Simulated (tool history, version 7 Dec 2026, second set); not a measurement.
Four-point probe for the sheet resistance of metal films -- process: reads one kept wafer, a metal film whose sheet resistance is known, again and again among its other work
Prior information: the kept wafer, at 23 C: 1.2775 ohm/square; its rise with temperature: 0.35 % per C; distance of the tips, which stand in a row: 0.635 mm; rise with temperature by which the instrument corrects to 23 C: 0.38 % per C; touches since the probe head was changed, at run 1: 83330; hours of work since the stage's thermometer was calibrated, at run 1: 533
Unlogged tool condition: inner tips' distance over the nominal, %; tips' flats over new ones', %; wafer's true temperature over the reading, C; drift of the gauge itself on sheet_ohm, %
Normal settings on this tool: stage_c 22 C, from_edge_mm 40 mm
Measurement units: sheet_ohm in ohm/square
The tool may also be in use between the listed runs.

| run | day | stage_c | from_edge_mm | touches since the probe head was changed | hours of work since the stage's thermometer was calibrated | sheet_ohm |
|---|---|---|---|---|---|---|
| 1 | 0.000 | 22 | 40 | 83330 | 533 | 1.265772 |
| 2 | 4.817 | 22 | 40 | 85883 | 608 | 1.264935 |
| 3 | 7.971 | 22 | 40 | 87554 | 657 | 1.265449 |
| 4 | 10.912 | 22 | 3 | 89114 | 703 | 1.294726 |
| 5 | 14.725 | 22 | 3 | 91134 | 763 | 1.294649 |
| 6 | 18.367 | 25 | 40 | 93066 | 820 | 1.263001 |
| 7 | 20.929 | 25 | 40 | 94424 | 860 | 1.263440 |
| 8 | 25.471 | 25 | 40 | 96831 | 931 | 1.262891 |
| 9 | 28.917 | 25 | 40 | 98655 | 985 | 1.262801 |
| 10 | 32.762 | 25 | 40 | 100695 | 1045 | 1.262681 |
| 11 | 36.554 | 22 | 9 | 102706 | 1104 | 1.267112 |
| 12 | 39.279 | 22 | 7 | 104149 | 1147 | 1.268799 |
| 13 | 41.342 | 22 | 40 | 105242 | 1179 | 1.262946 |
| 14 | 44.571 | 32 | 74 | 106954 | 1229 | 1.258541 |
| 15 | 49.583 | 18 | 4 | 109610 | 1308 | 1.281172 |
| 16 | 53.733 | 18 | 4 | 111811 | 1372 | 1.280951 |
|  | 56.896 | stage's thermometer calibrated |
| 17 | 58.717 | 32 | 6 | 114440 | 28 | 1.265699 |
| 18 | 61.112 | 25 | 21 | 115710 | 66 | 1.260807 |
| 19 | 64.317 | 21 | 45 | 117407 | 116 | 1.262035 |
| 20 | 67.862 | 30 | 60 | 119287 | 171 | 1.258622 |
| 21 | 72.129 | 30 | 60 | 121549 | 238 | 1.257683 |
|  | 73.654 | stage's thermometer calibrated, once more |
| 22 | 76.529 | 32 | 53 | 123870 | 45 | 1.259358 |
| 23 | 81.646 | 32 | 53 | 126581 | 125 | 1.259196 |
| 24 | 84.800 | 29 | 27 | 128255 | 174 | 1.260288 |
| 25 | 88.892 | 29 | 27 | 130423 | 238 | 1.259861 |

A few steps of sheet_ohm between consecutive runs. Split each: what settings, incoming material and random variation would produce without the hidden state, and what is left over for the hidden state, along with gauge scatter present in only one of the two compared results (measured, and without hidden state):
Run 3 -> 4: from_edge_mm 40 -> 3. sheet_ohm +0.029277 ohm/square: hidden state -0.000451, all else +0.029728.
Run 5 -> 6: stage_c 22 -> 25, from_edge_mm 3 -> 40. sheet_ohm -0.031648 ohm/square: hidden state +0.000134, all else -0.031782.
Run 14 -> 15: stage_c 32 -> 18, from_edge_mm 74 -> 4. sheet_ohm +0.022631 ohm/square: hidden state -0.000628, all else +0.023259.
Run 21 -> 22: stage_c 30 -> 32, from_edge_mm 60 -> 53, stage's thermometer calibrated, once more. sheet_ohm +0.001675 ohm/square: hidden state +0.002226, all else -0.000551.
